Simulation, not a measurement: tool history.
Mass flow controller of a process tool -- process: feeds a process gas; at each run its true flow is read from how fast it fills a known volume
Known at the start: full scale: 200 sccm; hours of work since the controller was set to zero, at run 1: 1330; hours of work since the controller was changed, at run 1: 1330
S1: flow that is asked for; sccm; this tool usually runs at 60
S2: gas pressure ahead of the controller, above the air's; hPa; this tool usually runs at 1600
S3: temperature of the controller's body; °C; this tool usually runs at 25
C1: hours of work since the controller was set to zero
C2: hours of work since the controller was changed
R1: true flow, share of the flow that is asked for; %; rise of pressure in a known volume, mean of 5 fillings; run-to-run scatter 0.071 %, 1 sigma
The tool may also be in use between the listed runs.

run,day,S1,S2,S3,C1,C2,R1
1,0.000,60,1600,25,1330,1330,99.40
2,4.329,60,1600,25,1373,1373,99.52
3,11.054,60,1600,25,1441,1441,99.54
4,15.879,60,1600,25,1489,1489,99.39
5,21.554,60,1600,21,1546,1546,99.74
6,27.817,60,1600,39,1608,1608,98.58
7,34.046,60,1600,39,1670,1670,98.55
8,38.025,60,1600,39,1710,1710,98.55
9,43.158,60,1600,39,1761,1761,98.53
10,48.962,60,2480,25,1819,1819,99.64
11,52.842,60,1850,25,1858,1858,99.66
12,58.217,60,1850,25,1912,1912,99.70
13,62.479,75,2410,38,1955,1955,98.79
14,67.388,48,1600,25,2004,2004,99.43
15,74.575,140,1640,22,2075,2075,100.02
16,79.358,85,1600,28,2123,2123,99.31

For run 17, what comes out?
17,87.088,28,1600,21,2200,2200,?

{"run 17": {"R1": 99.66}}
Minus the tool's unlogged condition, the same run would have read R1 99.66 %.
